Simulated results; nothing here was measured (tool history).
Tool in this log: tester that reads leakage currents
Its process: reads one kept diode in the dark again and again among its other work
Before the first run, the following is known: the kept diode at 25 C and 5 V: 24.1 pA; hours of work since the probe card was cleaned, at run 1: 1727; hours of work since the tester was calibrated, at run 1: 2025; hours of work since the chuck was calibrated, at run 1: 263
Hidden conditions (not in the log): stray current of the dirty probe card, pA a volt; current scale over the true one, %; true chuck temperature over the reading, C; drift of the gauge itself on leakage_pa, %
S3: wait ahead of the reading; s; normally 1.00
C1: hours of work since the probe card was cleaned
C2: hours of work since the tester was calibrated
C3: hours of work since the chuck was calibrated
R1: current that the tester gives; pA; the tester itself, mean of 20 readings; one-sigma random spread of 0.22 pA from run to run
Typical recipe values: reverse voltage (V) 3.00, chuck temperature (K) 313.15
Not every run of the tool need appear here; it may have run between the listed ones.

{"run": 1, "hour": 0.0, "reverse voltage (V)": 3.0, "chuck temperature (K)": 313.15, "S3": 1.0, "C1": 1727, "C2": 2025, "C3": 263, "R1": 69.81}
{"run": 2, "hour": 132.7, "reverse voltage (V)": 3.0, "chuck temperature (K)": 313.15, "S3": 6.66, "C1": 1790, "C2": 2088, "C3": 325, "R1": 68.86}
{"run": 3, "hour": 233.3, "reverse voltage (V)": 3.0, "chuck temperature (K)": 313.15, "S3": 6.66, "C1": 1838, "C2": 2135, "C3": 373, "R1": 68.32}
{"run": 4, "hour": 324.0, "reverse voltage (V)": 3.0, "chuck temperature (K)": 313.15, "S3": 6.66, "C1": 1881, "C2": 2178, "C3": 416, "R1": 68.05}
{"run": 5, "hour": 457.5, "reverse voltage (V)": 1.08, "chuck temperature (K)": 313.15, "S3": 1.0, "C1": 1944, "C2": 2241, "C3": 479, "R1": 36.65}
{"run": 6, "hour": 586.4, "reverse voltage (V)": 5.44, "chuck temperature (K)": 313.15, "S3": 1.0, "C1": 2005, "C2": 2302, "C3": 540, "R1": 97.48}
{"run": 7, "hour": 671.1, "reverse voltage (V)": 5.44, "chuck temperature (K)": 313.15, "S3": 1.0, "C1": 2045, "C2": 2342, "C3": 580, "R1": 96.99}
{"run": 8, "hour": 815.6, "reverse voltage (V)": 3.0, "chuck temperature (K)": 313.15, "S3": 1.0, "C1": 2113, "C2": 2411, "C3": 649, "R1": 66.86}
{"run": 9, "hour": 944.6, "reverse voltage (V)": 14.0, "chuck temperature (K)": 313.15, "S3": 1.0, "C1": 2174, "C2": 2472, "C3": 710, "R1": 173.02}
{"run": 10, "hour": 1044.4, "reverse voltage (V)": 14.0, "chuck temperature (K)": 313.15, "S3": 1.0, "C1": 2222, "C2": 2519, "C3": 757, "R1": 171.35}
{"run": 11, "hour": 1118.5, "reverse voltage (V)": 14.0, "chuck temperature (K)": 313.15, "S3": 1.0, "C1": 2257, "C2": 2554, "C3": 792, "R1": 172.19}
{"run": 12, "hour": 1234.7, "reverse voltage (V)": 3.0, "chuck temperature (K)": 321.15, "S3": 1.0, "C1": 2312, "C2": 2609, "C3": 847, "R1": 122.87}
{"run": 13, "hour": 1366.7, "reverse voltage (V)": 3.0, "chuck temperature (K)": 313.15, "S3": 0.67, "C1": 2374, "C2": 2672, "C3": 909, "R1": 64.69}
{"run": 14, "hour": 1467.3, "reverse voltage (V)": 3.0, "chuck temperature (K)": 313.15, "S3": 0.67, "C1": 2422, "C2": 2719, "C3": 957, "R1": 64.63}
{"run": 15, "hour": 1541.8, "reverse voltage (V)": 3.0, "chuck temperature (K)": 329.15, "S3": 0.67, "C1": 2457, "C2": 2754, "C3": 992, "R1": 223.68}
{"run": 16, "hour": 1650.4, "reverse voltage (V)": 3.0, "chuck temperature (K)": 329.15, "S3": 0.67, "C1": 2508, "C2": 2806, "C3": 1044, "R1": 223.92}
{"run": 17, "hour": 1804.1, "reverse voltage (V)": 7.84, "chuck temperature (K)": 313.15, "S3": 1.0, "C1": 2581, "C2": 2879, "C3": 1116, "R1": 115.66}
{"hour": 1935.9, "done": "chuck's temperature calibrated"}
{"run": 18, "hour": 1957.8, "reverse voltage (V)": 7.84, "chuck temperature (K)": 313.15, "S3": 1.0, "C1": 2653, "C2": 2950, "C3": 10, "R1": 134.56}
{"run": 19, "hour": 2063.2, "reverse voltage (V)": 7.84, "chuck temperature (K)": 313.15, "S3": 1.0, "C1": 2703, "C2": 3000, "C3": 60, "R1": 134.76}
{"run": 20, "hour": 2129.6, "reverse voltage (V)": 7.84, "chuck temperature (K)": 313.15, "S3": 1.0, "C1": 2734, "C2": 3032, "C3": 92, "R1": 133.45}
{"run": 21, "hour": 2198.8, "reverse voltage (V)": 7.84, "chuck temperature (K)": 313.15, "S3": 1.0, "C1": 2767, "C2": 3064, "C3": 124, "R1": 133.07}
{"hour": 2283.3, "done": "tester calibrated"}
{"run": 22, "hour": 2291.1, "reverse voltage (V)": 7.84, "chuck temperature (K)": 313.15, "S3": 3.17, "C1": 2810, "C2": 4, "C3": 167, "R1": 130.05}
{"run": 23, "hour": 2359.9, "reverse voltage (V)": 1.38, "chuck temperature (K)": 308.15, "S3": 3.17, "C1": 2842, "C2": 36, "C3": 200, "R1": 29.84}
{"run": 24, "hour": 2478.7, "reverse voltage (V)": 1.26, "chuck temperature (K)": 298.15, "S3": 3.09, "C1": 2898, "C2": 92, "C3": 256, "R1": 12.71}
{"hour": 2566.0, "done": "tester calibrated, once more"}
{"run": 25, "hour": 2581.7, "reverse voltage (V)": 2.94, "chuck temperature (K)": 313.15, "S3": 0.4, "C1": 2946, "C2": 7, "C3": 304, "R1": 72.51}
{"run": 26, "hour": 2736.0, "reverse voltage (V)": 2.94, "chuck temperature (K)": 313.15, "S3": 0.4, "C1": 3019, "C2": 80, "C3": 377, "R1": 72.11}
{"run": 27, "hour": 2824.3, "reverse voltage (V)": 1.89, "chuck temperature (K)": 330.15, "S3": 0.4, "C1": 3061, "C2": 122, "C3": 418, "R1": 203.24}
{"run": 28, "hour": 2939.7, "reverse voltage (V)": 1.89, "chuck temperature (K)": 330.15, "S3": 0.4, "C1": 3116, "C2": 177, "C3": 473, "R1": 203.24}
{"run": 29, "hour": 3028.1, "reverse voltage (V)": 1.89, "chuck temperature (K)": 330.15, "S3": 0.4, "C1": 3157, "C2": 219, "C3": 515, "R1": 201.65}
{"run": 30, "hour": 3136.6, "reverse voltage (V)": 1.89, "chuck temperature (K)": 330.15, "S3": 0.4, "C1": 3209, "C2": 270, "C3": 566, "R1": 200.34}
{"run": 31, "hour": 3209.2, "reverse voltage (V)": 3.36, "chuck temperature (K)": 293.15, "S3": 1.0, "C1": 3243, "C2": 304, "C3": 601, "R1": 19.06}
{"run": 32, "hour": 3277.3, "reverse voltage (V)": 7.23, "chuck temperature (K)": 326.15, "S3": 0.98, "C1": 3275, "C2": 337, "C3": 633, "R1": 325.7}
{"hour": 3370.9, "done": "probe card cleaned and baked"}
{"run": 33, "hour": 3416.4, "reverse voltage (V)": 3.0, "chuck temperature (K)": 296.15, "S3": 3.88, "C1": 22, "C2": 401, "C3": 697, "R1": 13.26}
{"run": 34, "hour": 3492.6, "reverse voltage (V)": 3.0, "chuck temperature (K)": 301.15, "S3": 9.58, "C1": 58, "C2": 437, "C3": 733, "R1": 21.05}
{"run": 35, "hour": 3573.7, "reverse voltage (V)": 4.57, "chuck temperature (K)": 327.15, "S3": 9.58, "C1": 96, "C2": 475, "C3": 772, "R1": 250.18}
{"run": 36, "hour": 3722.8, "reverse voltage (V)": 1.3, "chuck temperature (K)": 318.15, "S3": 1.78, "C1": 167, "C2": 546, "C3": 842, "R1": 57.46}
{"run": 37, "hour": 3808.1, "reverse voltage (V)": 6.6, "chuck temperature (K)": 303.15, "S3": 1.78, "C1": 207, "C2": 586, "C3": 883, "R1": 40.38}
{"run": 38, "hour": 3915.9, "reverse voltage (V)": 6.6, "chuck temperature (K)": 323.15, "S3": 1.4, "C1": 258, "C2": 637, "C3": 934, "R1": 220.48}
{"run": 39, "hour": 4003.6, "reverse voltage (V)": 6.6, "chuck temperature (K)": 323.15, "S3": 1.4, "C1": 299, "C2": 679, "C3": 975, "R1": 219.08}
{"run": 40, "hour": 4087.8, "reverse voltage (V)": 6.6, "chuck temperature (K)": 323.15, "S3": 1.4, "C1": 339, "C2": 719, "C3": 1015, "R1": 218.27}

Across each entry between runs, compare the hidden state at the last listed run before it with the hidden state at the first listed run after it:
Logged between run 17 and run 18: chuck's temperature calibrated (hour 1935.9)
  stray current of the dirty probe card, pA a volt: 1.918 -> 1.97; current scale over the true one, %: -1.44 -> -1.48; true chuck temperature over the reading, C: -2.1 -> -0.1
  difference, measured minus the result without the unlogged condition, R1: -6.99 -> +12.19 pA
Logged between run 21 and run 22: tester calibrated (hour 2283.3)
  stray current of the dirty probe card, pA a volt: 2.055 -> 2.083; current scale over the true one, %: -1.54 -> -2.33; true chuck temperature over the reading, C: -0.32 -> -0.39
  difference, measured minus the result without the unlogged condition, R1: +10.63 -> +9.01 pA
Logged between run 24 and run 25: tester calibrated, once more (hour 2566.0)
  stray current of the dirty probe card, pA a volt: 2.149 -> 2.188; current scale over the true one, %: -2.38 -> -0.11; true chuck temperature over the reading, C: -0.55 -> -0.63
  difference, measured minus the result without the unlogged condition, R1: +1.82 -> +2.64 pA
Logged between run 32 and run 33: probe card cleaned and baked (hour 3370.9)
  stray current of the dirty probe card, pA a volt: 2.42 -> 0.035; current scale over the true one, %: -0.29 -> -0.32; true chuck temperature over the reading, C: -1.2 -> -1.31
  difference, measured minus the result without the unlogged condition, R1: -14.47 -> -1.76 pA

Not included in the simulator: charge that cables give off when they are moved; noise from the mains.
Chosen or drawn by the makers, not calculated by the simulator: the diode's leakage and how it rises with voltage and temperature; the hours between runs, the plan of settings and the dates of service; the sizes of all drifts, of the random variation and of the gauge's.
